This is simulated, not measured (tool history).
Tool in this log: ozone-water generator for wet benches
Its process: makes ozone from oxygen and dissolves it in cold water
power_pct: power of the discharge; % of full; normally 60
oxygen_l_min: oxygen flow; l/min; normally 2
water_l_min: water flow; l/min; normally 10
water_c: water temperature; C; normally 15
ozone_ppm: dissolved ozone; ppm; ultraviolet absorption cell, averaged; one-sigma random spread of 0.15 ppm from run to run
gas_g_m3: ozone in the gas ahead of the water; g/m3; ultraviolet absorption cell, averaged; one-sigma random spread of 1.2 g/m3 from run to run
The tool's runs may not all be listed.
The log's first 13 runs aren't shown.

{"run": 14, "hour": 289.7, "power_pct": 65, "oxygen_l_min": 2, "water_l_min": 10, "water_c": 10, "ozone_ppm": 21.8, "gas_g_m3": 235.8}
{"run": 15, "hour": 317.4, "power_pct": 65, "oxygen_l_min": 2, "water_l_min": 10, "water_c": 10, "ozone_ppm": 21.8, "gas_g_m3": 235.5}
{"run": 16, "hour": 331.0, "power_pct": 60, "oxygen_l_min": 2, "water_l_min": 10, "water_c": 15, "ozone_ppm": 19.4, "gas_g_m3": 219.8}
{"run": 17, "hour": 345.1, "power_pct": 60, "oxygen_l_min": 2, "water_l_min": 10, "water_c": 8, "ozone_ppm": 20.6, "gas_g_m3": 219.3}
{"run": 18, "hour": 364.2, "power_pct": 82, "oxygen_l_min": 2, "water_l_min": 10, "water_c": 15, "ozone_ppm": 25.2, "gas_g_m3": 288.5}
{"run": 19, "hour": 392.6, "power_pct": 82, "oxygen_l_min": 2.45, "water_l_min": 10, "water_c": 15, "ozone_ppm": 25.9, "gas_g_m3": 255.9}
{"run": 20, "hour": 406.6, "power_pct": 76, "oxygen_l_min": 1.02, "water_l_min": 10, "water_c": 10, "ozone_ppm": 22.4, "gas_g_m3": 396.3}
{"run": 21, "hour": 423.8, "power_pct": 76, "oxygen_l_min": 1.02, "water_l_min": 10, "water_c": 10, "ozone_ppm": 22.5, "gas_g_m3": 395}
{"run": 22, "hour": 450.0, "power_pct": 68, "oxygen_l_min": 1.78, "water_l_min": 7, "water_c": 15, "ozone_ppm": 28.9, "gas_g_m3": 263.1}
{"run": 23, "hour": 476.3, "power_pct": 68, "oxygen_l_min": 1.78, "water_l_min": 7, "water_c": 15, "ozone_ppm": 28.8, "gas_g_m3": 262.3}
{"run": 24, "hour": 507.7, "power_pct": 68, "oxygen_l_min": 1.78, "water_l_min": 7, "water_c": 15, "ozone_ppm": 28.4, "gas_g_m3": 261.7}
{"run": 25, "hour": 537.8, "power_pct": 60, "oxygen_l_min": 1.75, "water_l_min": 10, "water_c": 12, "ozone_ppm": 19.9, "gas_g_m3": 235.3}
{"run": 26, "hour": 561.3, "power_pct": 60, "oxygen_l_min": 1.75, "water_l_min": 10, "water_c": 12, "ozone_ppm": 19.6, "gas_g_m3": 238}
{"run": 27, "hour": 576.8, "power_pct": 60, "oxygen_l_min": 1.75, "water_l_min": 10, "water_c": 12, "ozone_ppm": 19.8, "gas_g_m3": 236.5}
{"run": 28, "hour": 599.9, "power_pct": 60, "oxygen_l_min": 1.75, "water_l_min": 7, "water_c": 21, "ozone_ppm": 23.9, "gas_g_m3": 235.8}
{"run": 29, "hour": 629.8, "power_pct": 60, "oxygen_l_min": 1.75, "water_l_min": 7, "water_c": 21, "ozone_ppm": 23.7, "gas_g_m3": 236.7}
{"run": 30, "hour": 647.3, "power_pct": 60, "oxygen_l_min": 3.29, "water_l_min": 6, "water_c": 21, "ozone_ppm": 24, "gas_g_m3": 165.5}
{"run": 31, "hour": 662.3, "power_pct": 60, "oxygen_l_min": 3.29, "water_l_min": 6, "water_c": 21, "ozone_ppm": 24.2, "gas_g_m3": 165}
{"run": 32, "hour": 682.3, "power_pct": 60, "oxygen_l_min": 2, "water_l_min": 9, "water_c": 15, "ozone_ppm": 21, "gas_g_m3": 217.7}

Alternative continuations, all from the tool just after run 32; predict every row:
{"run": "A", "hour": 707.2, "power_pct": 77, "oxygen_l_min": 2, "water_l_min": 10, "water_c": 17, "ozone_ppm": "?", "gas_g_m3": "?"}
{"run": "B", "hour": 707.2, "power_pct": 94, "oxygen_l_min": 2.01, "water_l_min": 9, "water_c": 15, "ozone_ppm": "?", "gas_g_m3": "?"}
{"run": "C", "hour": 707.2, "power_pct": 60, "oxygen_l_min": 2.7, "water_l_min": 10, "water_c": 8, "ozone_ppm": "?", "gas_g_m3": "?"}
{"run": "D", "hour": 707.2, "power_pct": 87, "oxygen_l_min": 3.12, "water_l_min": 9, "water_c": 15, "ozone_ppm": "?", "gas_g_m3": "?"}
{"run": "E", "hour": 707.2, "power_pct": 43, "oxygen_l_min": 2, "water_l_min": 11, "water_c": 15, "ozone_ppm": "?", "gas_g_m3": "?"}

run=A ozone_ppm=23.6 gas_g_m3=271.7
run=B ozone_ppm=31.3 gas_g_m3=323.4
run=C ozone_ppm=21.4 gas_g_m3=184.3
run=D ozone_ppm=29.2 gas_g_m3=234.6
run=E ozone_ppm=13.1 gas_g_m3=163.3
What these runs would have given with no unlogged condition in the tool:
run=A ozone_ppm=23.6 gas_g_m3=271.7
run=B ozone_ppm=31.4 gas_g_m3=323.4
run=C ozone_ppm=21.4 gas_g_m3=184.3
run=D ozone_ppm=29.2 gas_g_m3=234.7
run=E ozone_ppm=13.1 gas_g_m3=163.3

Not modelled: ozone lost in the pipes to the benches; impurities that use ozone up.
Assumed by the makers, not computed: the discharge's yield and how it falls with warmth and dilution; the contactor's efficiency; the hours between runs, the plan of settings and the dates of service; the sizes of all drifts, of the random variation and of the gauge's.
